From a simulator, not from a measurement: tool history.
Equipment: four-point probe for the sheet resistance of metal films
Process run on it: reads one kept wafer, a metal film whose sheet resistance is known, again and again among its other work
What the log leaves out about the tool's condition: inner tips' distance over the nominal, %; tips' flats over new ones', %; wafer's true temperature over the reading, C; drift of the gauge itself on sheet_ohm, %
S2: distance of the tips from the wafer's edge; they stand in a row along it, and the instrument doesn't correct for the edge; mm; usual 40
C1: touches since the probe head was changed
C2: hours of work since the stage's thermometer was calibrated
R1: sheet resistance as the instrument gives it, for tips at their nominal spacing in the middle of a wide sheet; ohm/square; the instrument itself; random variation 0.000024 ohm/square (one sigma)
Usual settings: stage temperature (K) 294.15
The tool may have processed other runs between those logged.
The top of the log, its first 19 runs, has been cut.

Run 20, hour 285.8: usual settings but stage temperature (K) 293.15; C1 26988; C2 699. Result: R1 0.121907 ohm/square.
Run 21, hour 295.1: usual settings but stage temperature (K) 293.15; C1 27494; C2 705. Result: R1 0.121895 ohm/square.
Run 22, hour 312.2: usual settings but S2 7 mm; C1 28430; C2 716. Result: R1 0.122397 ohm/square.
Run 23, hour 320.5: usual settings but stage temperature (K) 304.15, S2 4 mm; C1 28884; C2 721. Result: R1 0.123190 ohm/square.
Run 24, hour 333.5: usual settings but stage temperature (K) 302.15, S2 49 mm; C1 29596; C2 730. Result: R1 0.121689 ohm/square.
Run 25, hour 350.5: usual settings but stage temperature (K) 302.15, S2 49 mm; C1 30527; C2 741. Result: R1 0.121600 ohm/square.
Run 26, hour 368.9: usual settings but stage temperature (K) 303.15, S2 4 mm; C1 31537; C2 753. Result: R1 0.123232 ohm/square.
Run 27, hour 382.3: usual settings but stage temperature (K) 303.15, S2 4 mm; C1 32269; C2 761. Result: R1 0.123219 ohm/square.
Run 28, hour 397.3: usual settings but stage temperature (K) 301.15, S2 3 mm; C1 33093; C2 771. Result: R1 0.124494 ohm/square.
Run 29, hour 407.3: usual settings but stage temperature (K) 301.15, S2 3 mm; C1 33643; C2 778. Result: R1 0.124525 ohm/square.
Run 30, hour 422.0: usual settings but stage temperature (K) 295.15, S2 26 mm; C1 34447; C2 787. Result: R1 0.121840 ohm/square.
Run 31, hour 431.4: usual settings but stage temperature (K) 296.15, S2 15 mm; C1 34962; C2 793. Result: R1 0.121917 ohm/square.
Run 32, hour 449.2: usual settings but stage temperature (K) 296.15, S2 15 mm; C1 35937; C2 805. Result: R1 0.121908 ohm/square.
Run 33, hour 463.5: usual settings but stage temperature (K) 301.15, S2 20 mm; C1 36720; C2 814. Result: R1 0.121691 ohm/square.

Below are 5 alternative next runs, each starting from the tool's condition after run 33. Predict each:
Run A, hour 482.7: usual settings but stage temperature (K) 300.15, S2 4 mm; C1 37771; C2 826. Result: R1 ?.
Run B, hour 482.7: usual settings but stage temperature (K) 301.15, S2 6 mm; C1 37771; C2 826. Result: R1 ?.
Run C, hour 482.7: usual settings but stage temperature (K) 302.15, S2 4 mm; C1 37771; C2 826. Result: R1 ?.
Run D, hour 482.7: usual settings but stage temperature (K) 296.15, S2 12 mm; C1 37771; C2 826. Result: R1 ?.
Run E, hour 482.7: usual settings but stage temperature (K) 296.15, S2 35 mm; C1 37771; C2 826. Result: R1 ?.

run        R1
  A  0.123335
  B  0.122362
  C  0.123258
  D  0.121973
  E  0.121799
The same runs, with their run-to-run variation unchanged, on a tool lacking any hidden condition would have given:
run        R1
  A  0.123342
  B  0.122369
  C  0.123265
  D  0.121980
  E  0.121806
